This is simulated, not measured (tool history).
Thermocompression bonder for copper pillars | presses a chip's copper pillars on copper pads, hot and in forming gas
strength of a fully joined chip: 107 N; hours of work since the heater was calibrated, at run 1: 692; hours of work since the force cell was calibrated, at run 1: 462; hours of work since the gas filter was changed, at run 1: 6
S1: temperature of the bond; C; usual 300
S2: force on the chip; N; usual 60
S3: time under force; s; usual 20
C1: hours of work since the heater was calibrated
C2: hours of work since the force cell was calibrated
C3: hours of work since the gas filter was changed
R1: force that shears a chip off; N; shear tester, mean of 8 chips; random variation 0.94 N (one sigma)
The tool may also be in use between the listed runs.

{"run": 1, "hour": 0.0, "S1": 300, "S2": 60, "S3": 20, "C1": 692, "C2": 462, "C3": 6, "R1": 81}
{"run": 2, "hour": 12.3, "S1": 300, "S2": 60, "S3": 20, "C1": 699, "C2": 469, "C3": 13, "R1": 81.5}
{"hour": 33.4, "done": "heater calibrated with a thermocouple chip"}
{"run": 3, "hour": 39.2, "S1": 300, "S2": 60, "S3": 20, "C1": 3, "C2": 483, "C3": 27, "R1": 77}
{"run": 4, "hour": 68.2, "S1": 300, "S2": 60, "S3": 20, "C1": 20, "C2": 500, "C3": 43, "R1": 75.1}
{"run": 5, "hour": 84.7, "S1": 300, "S2": 60, "S3": 20, "C1": 29, "C2": 509, "C3": 53, "R1": 74.3}
{"run": 6, "hour": 101.7, "S1": 300, "S2": 60, "S3": 20, "C1": 39, "C2": 519, "C3": 62, "R1": 74.8}
{"run": 7, "hour": 131.0, "S1": 300, "S2": 60, "S3": 20, "C1": 56, "C2": 536, "C3": 79, "R1": 74.1}
{"run": 8, "hour": 144.3, "S1": 280, "S2": 60, "S3": 20, "C1": 63, "C2": 543, "C3": 87, "R1": 63.7}
{"run": 9, "hour": 161.6, "S1": 280, "S2": 60, "S3": 20, "C1": 73, "C2": 553, "C3": 97, "R1": 64.1}
{"run": 10, "hour": 177.7, "S1": 289, "S2": 60, "S3": 20, "C1": 82, "C2": 562, "C3": 106, "R1": 67.2}
{"run": 11, "hour": 202.0, "S1": 306, "S2": 73, "S3": 55, "C1": 96, "C2": 576, "C3": 120, "R1": 94.7}
{"run": 12, "hour": 216.9, "S1": 306, "S2": 73, "S3": 55, "C1": 104, "C2": 585, "C3": 128, "R1": 93.2}
{"hour": 224.7, "done": "forming gas filter changed"}
{"run": 13, "hour": 231.9, "S1": 306, "S2": 73, "S3": 13, "C1": 113, "C2": 593, "C3": 4, "R1": 83.4}

Forecast each of these 4 alternatives for the next run:
{"run": "A", "hour": 262.1, "S1": 307, "S2": 79, "S3": 16, "C1": 130, "C2": 610, "C3": 21, "R1": "?"}
{"run": "B", "hour": 262.1, "S1": 274, "S2": 68, "S3": 22, "C1": 130, "C2": 610, "C3": 21, "R1": "?"}
{"run": "C", "hour": 262.1, "S1": 300, "S2": 47, "S3": 20, "C1": 130, "C2": 610, "C3": 21, "R1": "?"}
{"run": "D", "hour": 262.1, "S1": 308, "S2": 60, "S3": 38, "C1": 130, "C2": 610, "C3": 21, "R1": "?"}

run=A R1=89
run=B R1=73.3
run=C R1=62
run=D R1=89.9
Without the tool's hidden state the same runs would have given:
run=A R1=91.5
run=B R1=75.9
run=C R1=64.6
run=D R1=92.5

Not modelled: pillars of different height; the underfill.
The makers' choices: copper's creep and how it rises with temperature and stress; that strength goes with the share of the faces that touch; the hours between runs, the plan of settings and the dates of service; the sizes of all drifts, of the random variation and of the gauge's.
